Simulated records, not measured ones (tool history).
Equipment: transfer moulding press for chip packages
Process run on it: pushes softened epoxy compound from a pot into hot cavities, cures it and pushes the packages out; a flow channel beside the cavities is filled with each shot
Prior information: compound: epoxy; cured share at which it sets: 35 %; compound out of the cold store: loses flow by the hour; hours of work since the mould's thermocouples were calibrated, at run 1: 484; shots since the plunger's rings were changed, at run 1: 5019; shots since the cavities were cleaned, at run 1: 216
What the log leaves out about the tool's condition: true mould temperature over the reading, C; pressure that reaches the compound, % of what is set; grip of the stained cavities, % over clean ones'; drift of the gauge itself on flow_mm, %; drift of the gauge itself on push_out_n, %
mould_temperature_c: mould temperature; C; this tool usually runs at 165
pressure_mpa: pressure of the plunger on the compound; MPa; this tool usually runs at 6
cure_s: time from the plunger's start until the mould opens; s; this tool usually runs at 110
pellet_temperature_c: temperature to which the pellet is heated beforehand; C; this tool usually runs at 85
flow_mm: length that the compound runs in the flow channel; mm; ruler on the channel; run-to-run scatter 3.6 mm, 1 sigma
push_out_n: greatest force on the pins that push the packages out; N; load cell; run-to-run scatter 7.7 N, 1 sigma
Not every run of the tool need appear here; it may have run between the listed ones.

run   hour  mould_temperature_c  pressure_mpa  cure_s  pellet_temperature_c  hours of work since the mould's thermocouples were calibrated  shots since the plunger's rings were changed  shots since the cavities were cleaned  incoming compound's hours out of the cold store  flow_mm  push_out_n
  1      0                  165             6     110                    85                                                            484                                          5019                                    216                                             40.7      462         399
  2   22.8                  165             6     110                    85                                                            501                                          5290                                    487                                             29.1      493         443
      31.7  -- cavities cleaned with cleaning compound and waxed
      40.6  -- plunger's sealing rings changed
  3   43.1                  165             6     110                    85                                                            514                                            30                                    106                                             25.4      538         543
  4   58.8                  165             6     110                    85                                                            526                                           216                                    292                                               20      560         530
  5   78.9                  165             6     110                    85                                                            541                                           455                                    531                                             35.2      507         577
      84.8  -- cavities cleaned with cleaning compound and waxed, once more
  6  101.7                  165             6     110                    85                                                            557                                           709                                    202                                              8.1      588         386
  7  115.5                  165             6     110                    85                                                            568                                           872                                    365                                             40.9      486         412
     134.6  -- cavities cleaned with cleaning compound and waxed
  8  134.6                  165             6     110                    85                                                            581                                          1082                                      0                                             19.9      556         339
  9  159.6                  165             6     110                    85                                                            600                                          1379                                    297                                             19.9      549         425
 10  177.9                  165             6     110                    85                                                            614                                          1596                                    514                                             36.3      497         448
     183.9  -- cavities cleaned with cleaning compound and waxed
 11  196.3                  165             6     110                    85                                                            627                                          1797                                    147                                             41.3      482         377
 12  219.1                  165             6     110                    85                                                            644                                          2067                                    417                                             36.7      495         436
     233.3  -- cavities cleaned with cleaning compound and waxed
 13  245.7                  164             6     110                    85                                                            664                                          2366                                    148                                             25.9      525         383
 14  266.3                  164             6     110                    85                                                            679                                          2611                                    393                                             11.8      568         469
     282.7  -- cavities cleaned with cleaning compound and waxed
 15  285.4                  164             6     110                    85                                                            693                                          2820                                     33                                             14.1      558         359
 16  304.9                  162             6     122                    85                                                            708                                          3052                                    265                                             35.5      493         408
 17  326.7                  162             6     122                    85                                                            724                                          3311                                    524                                             39.1      485         455
     331.7  -- cavities cleaned with cleaning compound and waxed
 18    342                  165          7.48     110                    85                                                            735                                          3474                                    122                                             38.1      535         375
 19  356.2                  165          5.74     146                    89                                                            746                                          3644                                    292                                             13.9      533         378
 20  378.5                  164           6.6     110                    85                                                            763                                          3909                                    557                                             46.9      479         458
     381.5  -- cavities cleaned with cleaning compound and waxed
 21  393.3                  161          7.25     147                    92                                                            773                                          4067                                    141                                             11.8      612         349
 22  416.5                  162             6     105                    92                                                            790                                          4341                                    415                                             24.5      511         510
     431.3  -- cavities cleaned with cleaning compound and waxed
 23  436.9                  166          5.93     110                    79                                                            805                                          4567                                     67                                             42.9      455         348

Forecast run 24:
 24   456                  166          5.64     110                    79                                                            819                                          4794                                    294                                             43.8        ?           ?

{"run 24": {"flow_mm": 438, "push_out_n": 404}}
If the tool had no hidden condition, the same run with the same run-to-run variation would have returned flow_mm 468 mm, push_out_n 328 N.

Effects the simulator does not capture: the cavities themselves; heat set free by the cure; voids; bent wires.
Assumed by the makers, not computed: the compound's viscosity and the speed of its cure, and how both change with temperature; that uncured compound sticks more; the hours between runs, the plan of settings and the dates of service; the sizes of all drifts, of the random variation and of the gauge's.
